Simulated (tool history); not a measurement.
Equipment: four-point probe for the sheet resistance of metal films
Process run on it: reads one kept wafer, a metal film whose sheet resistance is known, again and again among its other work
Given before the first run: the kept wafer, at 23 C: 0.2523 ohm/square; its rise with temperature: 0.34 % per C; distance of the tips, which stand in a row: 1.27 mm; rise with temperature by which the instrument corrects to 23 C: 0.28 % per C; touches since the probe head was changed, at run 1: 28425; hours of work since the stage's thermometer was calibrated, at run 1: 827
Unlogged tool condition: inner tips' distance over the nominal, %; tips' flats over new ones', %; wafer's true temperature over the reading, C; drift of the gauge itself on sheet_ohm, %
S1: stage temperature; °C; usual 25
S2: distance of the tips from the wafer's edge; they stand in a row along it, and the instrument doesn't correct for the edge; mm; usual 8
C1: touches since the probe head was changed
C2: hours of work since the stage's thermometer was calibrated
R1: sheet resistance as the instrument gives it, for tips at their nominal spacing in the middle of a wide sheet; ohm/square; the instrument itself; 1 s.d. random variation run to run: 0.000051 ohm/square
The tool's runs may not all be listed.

run,day,S1,S2,C1,C2,R1
1,0.000,25,8,28425,827,0.256055
2,1.908,25,8,30109,847,0.256098
3,5.175,34,8,32989,882,0.257485
4,7.071,34,8,34660,902,0.257548
5,8.946,30,8,36313,922,0.256955
6,11.779,30,8,38810,952,0.256862
7,15.212,30,8,41837,988,0.256794
8,17.842,21,7,44155,1016,0.256349
9,19.417,27,8,45544,1033,0.256354
10,22.879,31,17,48597,1069,0.254451
11,24.567,28,12,50083,1087,0.254706
12,27.671,28,12,52820,1120,0.254615

Predict each of these 4 candidate next runs independently; none follows another, all start after run 12:
A,29.446,24,29,54384,1139,?
B,29.446,30,9,54384,1139,?
C,29.446,28,3,54384,1139,?
D,29.446,22,8,54384,1139,?

run,R1
A,0.252682
B,0.256160
C,0.275292
D,0.255531
With the hidden condition removed and each run's random variation left untouched, the same runs would have given:
run,R1
A,0.252659
B,0.256137
C,0.275267
D,0.255508
